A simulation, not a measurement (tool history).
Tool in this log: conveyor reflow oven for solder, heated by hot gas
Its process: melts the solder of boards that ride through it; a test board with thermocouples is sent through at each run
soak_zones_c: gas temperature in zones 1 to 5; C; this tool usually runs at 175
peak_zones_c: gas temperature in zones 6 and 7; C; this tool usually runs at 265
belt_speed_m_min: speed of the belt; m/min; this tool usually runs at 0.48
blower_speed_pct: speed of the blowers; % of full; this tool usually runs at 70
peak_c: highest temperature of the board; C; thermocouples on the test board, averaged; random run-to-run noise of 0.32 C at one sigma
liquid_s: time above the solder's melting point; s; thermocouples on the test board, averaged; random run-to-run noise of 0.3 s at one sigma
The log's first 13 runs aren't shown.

run,hour,soak_zones_c,peak_zones_c,belt_speed_m_min,blower_speed_pct,hours of work since the flux was cleaned out,hours of work since the belt drive was overhauled,hours of work since the thermocouples were changed,peak_c,liquid_s
14,80.9,175,265,0.551,70,125,8,162,243.6,41.9
# hour 89: belt drive overhauled, speed set with a stopwatch, once more
15,92.2,185,265,0.48,70,130,2,167,249.6,58.1
16,100.5,165,255,0.554,59,136,8,173,229.6,23.9
17,108.3,165,278,0.57,59,141,13,178,246.4,38.4
18,116.2,165,278,0.57,59,146,18,183,246.9,39.1
19,123.7,165,278,0.47,89,151,23,188,261,59.6
20,132.3,184,278,0.47,89,157,29,194,264,67.6
21,141.4,175,274,0.48,88,163,35,200,258.6,59.8
22,147.3,175,265,0.57,90,167,38,204,245.4,41.4
23,154.9,175,265,0.57,90,172,43,209,245.4,41.4
24,163.3,184,263,0.415,90,177,49,214,253.6,71
25,171.7,184,262,0.423,90,183,55,220,252.8,70
26,176,184,262,0.423,90,185,57,222,252,69.4
27,184.7,175,276,0.48,70,191,63,228,257,58.9
28,191,170,266,0.48,70,195,67,232,247.8,50.4
29,197.9,184,267,0.48,64,200,72,237,249.7,57.3
30,203.1,184,267,0.48,64,203,75,240,250.2,57.7

4 ways to go on from here, each from the tool as it stands after run 30. What would each give?
A,212.2,184,271,0.48,64,209,81,246,?,?
B,212.2,162,262,0.477,70,209,81,246,?,?
C,212.2,184,267,0.48,52,209,81,246,?,?
D,212.2,175,265,0.48,73,209,81,246,?,?

run,peak_c,liquid_s
A,252.4,59.6
B,242.4,44.1
C,247.4,54.6
D,248,52.3
Without the tool's hidden state the same runs would have given:
run,peak_c,liquid_s
A,253.9,60.9
B,244.1,46.2
C,248.7,56.1
D,249.5,53.9
